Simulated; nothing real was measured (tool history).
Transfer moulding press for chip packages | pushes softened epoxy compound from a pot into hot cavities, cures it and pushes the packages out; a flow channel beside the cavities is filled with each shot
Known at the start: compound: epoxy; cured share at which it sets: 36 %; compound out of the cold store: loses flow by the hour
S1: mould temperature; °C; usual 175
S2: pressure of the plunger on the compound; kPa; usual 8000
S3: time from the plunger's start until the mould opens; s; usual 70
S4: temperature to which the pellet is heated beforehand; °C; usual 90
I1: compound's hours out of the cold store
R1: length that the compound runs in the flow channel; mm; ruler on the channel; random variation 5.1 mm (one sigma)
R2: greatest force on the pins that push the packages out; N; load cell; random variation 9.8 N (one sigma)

{"run": 1, "hour": 0.0, "S1": 175, "S2": 8000, "S3": 70, "S4": 90, "I1": 17.2, "R1": 533, "R2": 637}
{"hour": 19.0, "done": "cavities cleaned with cleaning compound and waxed"}
{"run": 2, "hour": 42.9, "S1": 175, "S2": 8000, "S3": 70, "S4": 97, "I1": 42.1, "R1": 467, "R2": 852}
{"hour": 53.2, "done": "cavities cleaned with cleaning compound and waxed"}
{"hour": 87.0, "done": "cavities cleaned with cleaning compound and waxed"}
{"run": 3, "hour": 100.6, "S1": 175, "S2": 8000, "S3": 70, "S4": 97, "I1": 20.6, "R1": 518, "R2": 618}
{"hour": 120.4, "done": "cavities cleaned with cleaning compound and waxed"}
{"run": 4, "hour": 128.8, "S1": 175, "S2": 8000, "S3": 70, "S4": 97, "I1": 19.3, "R1": 511, "R2": 562}
{"hour": 154.3, "done": "cavities cleaned with cleaning compound and waxed"}
{"run": 5, "hour": 164.0, "S1": 175, "S2": 8000, "S3": 70, "S4": 99, "I1": 10.1, "R1": 532, "R2": 618}
{"hour": 183.6, "done": "plunger's sealing rings changed"}
{"hour": 190.0, "done": "cavities cleaned with cleaning compound and waxed"}
{"hour": 193.9, "done": "cavities cleaned with cleaning compound and waxed, once more"}
{"run": 6, "hour": 214.2, "S1": 175, "S2": 8000, "S3": 70, "S4": 99, "I1": 13.2, "R1": 581, "R2": 725}
{"hour": 227.4, "done": "cavities cleaned with cleaning compound and waxed"}
{"run": 7, "hour": 247.9, "S1": 175, "S2": 8350, "S3": 70, "S4": 90, "I1": 31.7, "R1": 538, "R2": 658}
{"hour": 260.6, "done": "cavities cleaned with cleaning compound and waxed"}
{"hour": 294.2, "done": "cavities cleaned with cleaning compound and waxed"}
{"run": 8, "hour": 294.2, "S1": 175, "S2": 8350, "S3": 70, "S4": 90, "I1": 46.4, "R1": 504, "R2": 442}
{"run": 9, "hour": 323.8, "S1": 175, "S2": 8000, "S3": 70, "S4": 90, "I1": 43.0, "R1": 495, "R2": 724}
{"hour": 328.1, "done": "cavities cleaned with cleaning compound and waxed"}
{"hour": 364.8, "done": "cavities cleaned with cleaning compound and waxed"}
{"run": 10, "hour": 378.1, "S1": 175, "S2": 8000, "S3": 70, "S4": 90, "I1": 39.6, "R1": 501, "R2": 598}
{"hour": 398.7, "done": "cavities cleaned with cleaning compound and waxed"}
{"run": 11, "hour": 406.0, "S1": 175, "S2": 8000, "S3": 70, "S4": 90, "I1": 38.5, "R1": 495, "R2": 559}
{"hour": 434.0, "done": "cavities cleaned with cleaning compound and waxed"}
{"run": 12, "hour": 436.3, "S1": 175, "S2": 8000, "S3": 70, "S4": 94, "I1": 22.4, "R1": 526, "R2": 524}
{"hour": 468.9, "done": "cavities cleaned with cleaning compound and waxed"}
{"run": 13, "hour": 479.8, "S1": 175, "S2": 8000, "S3": 70, "S4": 94, "I1": 19.9, "R1": 532, "R2": 627}
{"hour": 505.8, "done": "cavities cleaned with cleaning compound and waxed"}
{"run": 14, "hour": 535.9, "S1": 183, "S2": 8790, "S3": 75, "S4": 96, "I1": 34.2, "R1": 495, "R2": 586}
{"hour": 540.2, "done": "cavities cleaned with cleaning compound and waxed"}
{"run": 15, "hour": 561.7, "S1": 175, "S2": 7030, "S3": 70, "S4": 90, "I1": 13.7, "R1": 497, "R2": 786}
{"hour": 573.8, "done": "cavities cleaned with cleaning compound and waxed"}
{"hour": 596.8, "done": "plunger's sealing rings changed"}
{"hour": 613.1, "done": "cavities cleaned with cleaning compound and waxed"}
{"run": 16, "hour": 620.4, "S1": 175, "S2": 7030, "S3": 70, "S4": 87, "I1": 45.2, "R1": 470, "R2": 560}
{"hour": 646.1, "done": "cavities cleaned with cleaning compound and waxed"}
{"run": 17, "hour": 663.5, "S1": 175, "S2": 7350, "S3": 70, "S4": 89, "I1": 40.8, "R1": 492, "R2": 671}
{"hour": 682.7, "done": "cavities cleaned with cleaning compound and waxed"}
{"hour": 716.6, "done": "cavities cleaned with cleaning compound and waxed"}
{"run": 18, "hour": 716.6, "S1": 178, "S2": 8850, "S3": 64, "S4": 86, "I1": 31.9, "R1": 548, "R2": 527}
{"hour": 752.7, "done": "cavities cleaned with cleaning compound and waxed"}
{"run": 19, "hour": 761.3, "S1": 180, "S2": 8000, "S3": 69, "S4": 90, "I1": 16.8, "R1": 554, "R2": 506}
{"hour": 789.8, "done": "cavities cleaned with cleaning compound and waxed"}
{"run": 20, "hour": 803.3, "S1": 169, "S2": 7950, "S3": 71, "S4": 81, "I1": 8.7, "R1": 584, "R2": 1028}
{"hour": 823.1, "done": "cavities cleaned with cleaning compound and waxed"}
{"run": 21, "hour": 829.0, "S1": 169, "S2": 7950, "S3": 71, "S4": 81, "I1": 40.4, "R1": 506, "R2": 790}
{"hour": 847.8, "done": "mould's thermocouples calibrated"}
{"hour": 858.5, "done": "cavities cleaned with cleaning compound and waxed"}
{"run": 22, "hour": 881.0, "S1": 169, "S2": 7950, "S3": 71, "S4": 81, "I1": 37.9, "R1": 493, "R2": 945}
{"hour": 892.4, "done": "cavities cleaned with cleaning compound and waxed"}
{"run": 23, "hour": 906.8, "S1": 175, "S2": 6480, "S3": 70, "S4": 96, "I1": 26.7, "R1": 453, "R2": 604}
{"hour": 928.4, "done": "cavities cleaned with cleaning compound and waxed"}
{"run": 24, "hour": 944.8, "S1": 178, "S2": 8150, "S3": 56, "S4": 92, "I1": 16.1, "R1": 533, "R2": 957}

Run 25 comes next. What will it give?
{"hour": 963.6, "done": "cavities cleaned with cleaning compound and waxed"}
{"run": 25, "hour": 985.7, "S1": 180, "S2": 8150, "S3": 56, "S4": 92, "I1": 45.6, "R1": "?", "R2": "?"}

Run 25 gave R1 448 mm, R2 804 N.
Without the tool's hidden state the same run would have given R1 502 mm, R2 566 N.

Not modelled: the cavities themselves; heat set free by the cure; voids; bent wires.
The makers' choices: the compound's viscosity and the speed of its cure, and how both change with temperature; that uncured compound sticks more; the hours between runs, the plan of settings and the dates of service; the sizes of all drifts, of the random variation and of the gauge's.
